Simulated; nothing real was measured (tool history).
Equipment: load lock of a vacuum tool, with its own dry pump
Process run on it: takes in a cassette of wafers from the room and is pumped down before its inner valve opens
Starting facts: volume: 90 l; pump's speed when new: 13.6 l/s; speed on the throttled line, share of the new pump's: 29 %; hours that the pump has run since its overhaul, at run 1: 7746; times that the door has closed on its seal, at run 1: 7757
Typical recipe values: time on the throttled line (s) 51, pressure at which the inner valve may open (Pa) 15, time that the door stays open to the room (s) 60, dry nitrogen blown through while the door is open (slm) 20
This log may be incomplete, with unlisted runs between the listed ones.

run	day	time on the throttled line (s)	pressure at which the inner valve may open (Pa)	time that the door stays open to the room (s)	dry nitrogen blown through while the door is open (slm)	hours that the pump has run since its overhaul	times that the door has closed on its seal	incoming humidity of the room's air, %	time from the closed door until the inner valve may open (s)	rise of the pressure with all valves shut (Pa/min)
1	0	51	15	60	20	7746	7757	46.4	97.2	0.04
2	7.479	51	15	28	20	7926	8628	44.6	97.7	0.034
3	11.917	51	23	60	20	8032	9145	41.5	94.5	0.042
4	17.946	51	23	60	20	8177	9847	48.2	95.2	0.04
5	25.683	30	15	60	20	8363	10747	47.5	82.5	0.047
6	32.033	51	15	60	20	8515	11487	44.4	98.6	0.048
7	38.175	51	15	60	20	8663	12202	43.8	98.5	0.046
8	46.196	51	15	60	20	8855	13136	47.7	97.8	0.053
9	51.279	51	15	60	20	8977	13728	47.7	97.9	0.053
10	55.079	51	15	60	20	9068	14170	44.8	97.6	0.047
11	62.304	51	20	60	20	9242	15011	44.8	95.5	0.056
12	70.15	51	20	60	20	9430	15925	48.4	96.2	0.054
13	77.871	51	20	60	11	9615	16824	46.9	95.7	0.068
14	83.55	51	20	60	11	9752	17485	46.3	96.5	0.075
15	88.312	51	20	60	11	9866	18039	41.6	96.8	0.063
16	93.946	51	15	60	7	10001	18695	45.1	100.3	0.081
17	103.042	51	15	60	7	10219	19754	42.2	98.4	0.086
18	110.7	51	15	60	7	10403	20646	43.6	99.6	0.085
19	118.704	51	15	60	7	10595	21578	48.8	99.1	0.096
20	125.283	51	15	84	20	10753	22344	46.3	99.5	0.081
21	130.462	61	16	60	20	10878	22947	46.7	106.2	0.075
22	137.196	51	25	68	20	11039	23731	46.6	95.5	0.08
23	143.012	51	15	60	8	11179	24408	50	99.9	0.103
24	148.742	63	15	60	10	11316	25075	44.3	107.1	0.09
25	153.742	63	15	60	10	11436	25657	43.1	107.4	0.091
26	161.062	98	15	60	6	11612	26510	43.9	131.4	0.108
27	165.475	98	14	84	13	11718	27024	44.9	131.4	0.105
28	174.146	52	15	60	11	11926	28033	46	99.9	0.101
29	183.262	52	15	60	11	12145	29094	45.5	101.1	0.107
30	191.638	52	15	60	11	12346	30070	44.4	100.3	0.106
31	199.783	52	15	60	11	12541	31018	45.3	100.5	0.111
32	204.658	48	12	91	4	12658	31585	46	100.5	0.146
33	209.983	48	12	91	4	12786	32206	45.2	100.3	0.151
34	215.912	37	15	60	20	12928	32896	43.9	91.1	0.108
35	220	77	15	123	22	13026	33372	41.6	118	0.122
36	227.271	29	23	60	5	13201	34219	43.9	83.3	0.133

Run 37 has not been measured yet. What should we expect?
37	232.008	51	15	123	16	13315	34770	46.1	?	?

{"run 37": {"time from the closed door until the inner valve may open (s)": 100.9, "rise of the pressure with all valves shut (Pa/min)": 0.134}}
Had the tool carried no hidden state, the very same run would have given time from the closed door until the inner valve may open (s) 94.7, rise of the pressure with all valves shut (Pa/min) 0.043.
